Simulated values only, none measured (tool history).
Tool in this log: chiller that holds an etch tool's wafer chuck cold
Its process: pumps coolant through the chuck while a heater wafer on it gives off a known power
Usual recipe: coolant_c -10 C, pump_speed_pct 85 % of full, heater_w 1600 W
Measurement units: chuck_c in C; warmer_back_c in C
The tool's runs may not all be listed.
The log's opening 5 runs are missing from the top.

run    hour  coolant_c  pump_speed_pct  heater_w  hours since the coolant was changed and the channels were flushed  hours since the pump was overhauled  hours since the chiller's thermometer was calibrated  chuck_c  warmer_back_c
  6   403.4        -10              82      1600                                                               4505                                 1065                                                   713      5.8           6.40
  7   463.5        -10              82      1600                                                               4565                                 1125                                                   773      5.8           6.36
  8   564.7        -10              85      2159                                                               4666                                 1226                                                   874     10.8           8.27
  9   657.0        -10              81      2159                                                               4758                                 1318                                                   967     11.5           8.70
 10   727.4        -10              85       835                                                               4829                                 1389                                                  1037     -2.1           3.19
 11   787.4        -10              85       835                                                               4889                                 1449                                                  1097     -2.0           3.21
 12   851.4        -10              85      1600                                                               4953                                 1513                                                  1161      5.2           6.12
 13   917.1         -7              85      1600                                                               5018                                 1578                                                  1227      8.3           6.04
 14   970.2        -10              85      1600                                                               5071                                 1631                                                  1280      5.3           6.16
 15  1029.7        -10              85      1600                                                               5131                                 1691                                                  1339      5.4           6.08
 16  1112.2         -7              85      1600                                                               5214                                 1773                                                  1422      8.3           6.09
 17  1184.8         -7              85      1600                                                               5286                                 1846                                                  1495      8.3           6.15
 18  1267.0         -9              74      1198                                                               5368                                 1928                                                  1577      3.8           5.33
 19  1338.1        -20              85      2183                                                               5439                                 1999                                                  1648      0.9           8.39
 20  1424.2        -12              73      1206                                                               5526                                 2085                                                  1734      1.4           5.42
 21  1509.4        -12              73      1206                                                               5611                                 2171                                                  1819      1.3           5.38
 22  1585.8        -12              73      1206                                                               5687                                 2247                                                  1896      1.1           5.41
 23  1663.5         -9              79       849                                                               5765                                 2325                                                  1973     -0.5           3.50
 24  1761.8        -10              77      1600                                                               5863                                 2423                                                  2072      6.6           6.80
     1815.1  -- chiller's thermometer calibrated
 25  1832.9         -6              79       903                                                               5933                                 2493                                                    18      3.4           3.73
 26  1892.3        -14              97      2241                                                               5993                                 2553                                                    77      5.5           7.51
 27  1946.7        -14              97      2241                                                               6047                                 2607                                                   132      5.4           7.44
 28  2029.6         -9              97      1139                                                               6130                                 2690                                                   214      0.7           3.75
 29  2126.3         -9              97      1139                                                               6227                                 2787                                                   311      0.8           3.80

Forecast run 30:
 30  2225.3        -18              85      1600                                                               6326                                 2886                                                   410        ?              ?

{"run 30": {"chuck_c": -2.8, "warmer_back_c": 6.07}}
If the tool had no hidden condition, the same run with the same run-to-run variation would have returned chuck_c -2.8 C, warmer_back_c 6.07 C.
